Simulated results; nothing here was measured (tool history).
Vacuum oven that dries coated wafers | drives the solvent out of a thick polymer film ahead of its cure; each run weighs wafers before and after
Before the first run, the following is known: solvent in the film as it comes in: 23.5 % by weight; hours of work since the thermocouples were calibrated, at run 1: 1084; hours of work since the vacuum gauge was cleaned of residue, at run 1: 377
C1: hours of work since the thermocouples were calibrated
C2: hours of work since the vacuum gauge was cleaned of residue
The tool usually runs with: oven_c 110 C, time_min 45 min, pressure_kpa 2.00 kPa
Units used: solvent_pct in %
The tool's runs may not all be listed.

run 1 hour=0.0 | oven_c=110 time_min=45 pressure_kpa=2.00 | C1=1084 C2=377 | solvent_pct=6.07
-- hour=11.1 oven's thermocouples calibrated
run 2 hour=23.9 | oven_c=110 time_min=45 pressure_kpa=2.00 | C1=8 C2=390 | solvent_pct=6.11
run 3 hour=60.8 | oven_c=110 time_min=45 pressure_kpa=4.19 | C1=30 C2=413 | solvent_pct=6.90
run 4 hour=103.3 | oven_c=110 time_min=45 pressure_kpa=4.19 | C1=56 C2=439 | solvent_pct=7.08
run 5 hour=138.4 | oven_c=110 time_min=45 pressure_kpa=4.19 | C1=78 C2=460 | solvent_pct=7.00
run 6 hour=162.5 | oven_c=110 time_min=45 pressure_kpa=4.19 | C1=93 C2=475 | solvent_pct=6.85
run 7 hour=192.4 | oven_c=110 time_min=45 pressure_kpa=4.19 | C1=111 C2=493 | solvent_pct=6.99
run 8 hour=213.8 | oven_c=110 time_min=45 pressure_kpa=2.00 | C1=124 C2=506 | solvent_pct=6.02
run 9 hour=237.2 | oven_c=110 time_min=22 pressure_kpa=2.00 | C1=138 C2=521 | solvent_pct=10.73
run 10 hour=270.9 | oven_c=110 time_min=45 pressure_kpa=4.55 | C1=159 C2=541 | solvent_pct=7.12
run 11 hour=315.1 | oven_c=110 time_min=75 pressure_kpa=1.79 | C1=186 C2=569 | solvent_pct=2.97
run 12 hour=360.0 | oven_c=110 time_min=75 pressure_kpa=1.79 | C1=214 C2=596 | solvent_pct=3.05
run 13 hour=389.3 | oven_c=100 time_min=29 pressure_kpa=6.90 | C1=232 C2=614 | solvent_pct=14.87
run 14 hour=412.4 | oven_c=100 time_min=29 pressure_kpa=6.90 | C1=246 C2=628 | solvent_pct=14.73
run 15 hour=453.8 | oven_c=115 time_min=75 pressure_kpa=2.00 | C1=271 C2=653 | solvent_pct=1.75
run 16 hour=474.0 | oven_c=116 time_min=75 pressure_kpa=3.72 | C1=283 C2=666 | solvent_pct=2.22
run 17 hour=496.6 | oven_c=109 time_min=75 pressure_kpa=3.72 | C1=297 C2=680 | solvent_pct=4.34
run 18 hour=521.9 | oven_c=114 time_min=49 pressure_kpa=2.00 | C1=313 C2=695 | solvent_pct=3.91
run 19 hour=545.9 | oven_c=99 time_min=24 pressure_kpa=2.64 | C1=327 C2=710 | solvent_pct=14.70
run 20 hour=568.6 | oven_c=96 time_min=24 pressure_kpa=2.90 | C1=341 C2=724 | solvent_pct=15.82

Alternative continuations, all from the tool just after run 20; predict every row:
run A hour=597.4 | oven_c=118 time_min=76 pressure_kpa=1.09 | C1=359 C2=741 | solvent_pct=?
run B hour=597.4 | oven_c=96 time_min=24 pressure_kpa=3.40 | C1=359 C2=741 | solvent_pct=?
run C hour=597.4 | oven_c=114 time_min=52 pressure_kpa=2.05 | C1=359 C2=741 | solvent_pct=?
run D hour=597.4 | oven_c=119 time_min=45 pressure_kpa=4.23 | C1=359 C2=741 | solvent_pct=?

run=A solvent_pct=0.94
run=B solvent_pct=15.70
run=C solvent_pct=3.57
run=D solvent_pct=3.43
With no hidden state in the tool, these same runs would have given:
run=A solvent_pct=0.94
run=B solvent_pct=15.71
run=C solvent_pct=3.58
run=D solvent_pct=3.44
